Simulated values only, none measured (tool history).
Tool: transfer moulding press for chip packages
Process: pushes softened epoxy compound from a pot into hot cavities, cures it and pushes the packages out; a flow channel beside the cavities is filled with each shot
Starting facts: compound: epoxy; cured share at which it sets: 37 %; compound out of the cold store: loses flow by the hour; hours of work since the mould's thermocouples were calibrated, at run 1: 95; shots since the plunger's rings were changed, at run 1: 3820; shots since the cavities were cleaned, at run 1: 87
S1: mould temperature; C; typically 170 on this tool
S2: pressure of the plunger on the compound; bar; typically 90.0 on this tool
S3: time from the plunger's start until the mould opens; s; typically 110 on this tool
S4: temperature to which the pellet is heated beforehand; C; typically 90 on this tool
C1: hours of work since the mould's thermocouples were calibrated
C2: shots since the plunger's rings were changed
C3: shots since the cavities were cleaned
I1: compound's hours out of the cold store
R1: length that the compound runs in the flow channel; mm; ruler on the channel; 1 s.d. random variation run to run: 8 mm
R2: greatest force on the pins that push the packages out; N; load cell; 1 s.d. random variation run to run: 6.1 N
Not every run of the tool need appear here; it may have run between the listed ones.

Run 1, day 0.000: usual settings; C1 95; C2 3820; C3 87; I1 39.2. Result: R1 832 mm, R2 225 N.
Run 2, day 0.442: usual settings; C1 101; C2 3921; C3 188; I1 11.5. Result: R1 935 mm, R2 240 N.
Run 3, day 0.858: usual settings but S3 117 s; C1 107; C2 4018; C3 285; I1 43.2. Result: R1 810 mm, R2 222 N.
Run 4, day 1.329: usual settings but S3 128 s; C1 113; C2 4126; C3 393; I1 35.7. Result: R1 822 mm, R2 207 N.
Run 5, day 1.729: usual settings but S2 89.9 bar, S3 128 s; C1 119; C2 4218; C3 485; I1 36.0. Result: R1 847 mm, R2 207 N.
At day 2.088: cavities cleaned with cleaning compound and waxed.
Run 6, day 2.350: usual settings but S2 89.9 bar, S3 128 s; C1 127; C2 4347; C3 60; I1 45.6. Result: R1 805 mm, R2 218 N.
Run 7, day 2.958: usual settings but S2 89.9 bar, S3 128 s; C1 135; C2 4487; C3 200; I1 18.8. Result: R1 891 mm, R2 207 N.
Run 8, day 3.400: usual settings but S2 89.9 bar, S3 128 s; C1 141; C2 4589; C3 302; I1 40.6. Result: R1 820 mm, R2 218 N.
Run 9, day 3.829: usual settings but S2 89.9 bar, S3 128 s; C1 147; C2 4688; C3 401; I1 8.9. Result: R1 950 mm, R2 201 N.
Run 10, day 4.200: usual settings but S1 175 C, S3 116 s; C1 152; C2 4773; C3 486; I1 41.9. Result: R1 788 mm, R2 209 N.
At day 4.579: cavities cleaned with cleaning compound and waxed.
Run 11, day 4.633: usual settings but S1 175 C, S3 116 s; C1 157; C2 4859; C3 12; I1 44.8. Result: R1 801 mm, R2 207 N.
At day 4.783: plunger's sealing rings changed.
Run 12, day 5.262: usual settings but S1 175 C, S3 116 s; C1 164; C2 111; C3 133; I1 17.1. Result: R1 903 mm, R2 209 N.
Run 13, day 5.633: usual settings but S1 175 C, S3 116 s; C1 170; C2 197; C3 219; I1 39.8. Result: R1 817 mm, R2 208 N.
Run 14, day 6.250: usual settings; C1 178; C2 339; C3 361; I1 8.2. Result: R1 952 mm, R2 231 N.
Run 15, day 6.775: usual settings but S1 171 C, S2 71.1 bar, S3 100 s, S4 99 C; C1 185; C2 460; C3 482; I1 18.4. Result: R1 812 mm, R2 258 N.
At day 7.154: cavities cleaned with cleaning compound and waxed.
Run 16, day 7.433: usual settings but S1 168 C, S2 100.9 bar, S3 118 s, S4 98 C; C1 194; C2 596; C3 64; I1 28.7. Result: R1 918 mm, R2 224 N.

Branching from run 16: 3 alternative next runs. What would each branch give?
Run A, day 7.958: usual settings but S1 168 C, S2 101.2 bar, S3 143 s, S4 84 C; C1 201; C2 718; C3 186; I1 44.9. Result: R1 ?, R2 ?.
Run B, day 7.958: usual settings but S4 95 C; C1 201; C2 718; C3 186; I1 26.4. Result: R1 ?, R2 ?.
Run C, day 7.958: usual settings but S1 168 C, S2 100.9 bar, S3 141 s, S4 81 C; C1 201; C2 718; C3 186; I1 47.2. Result: R1 ?, R2 ?.

run   R1   R2
  A  856  203
  B  871  221
  C  846  206
Had the tool no hidden state, the same runs would have come out as:
run   R1   R2
  A  856  202
  B  871  219
  C  846  205
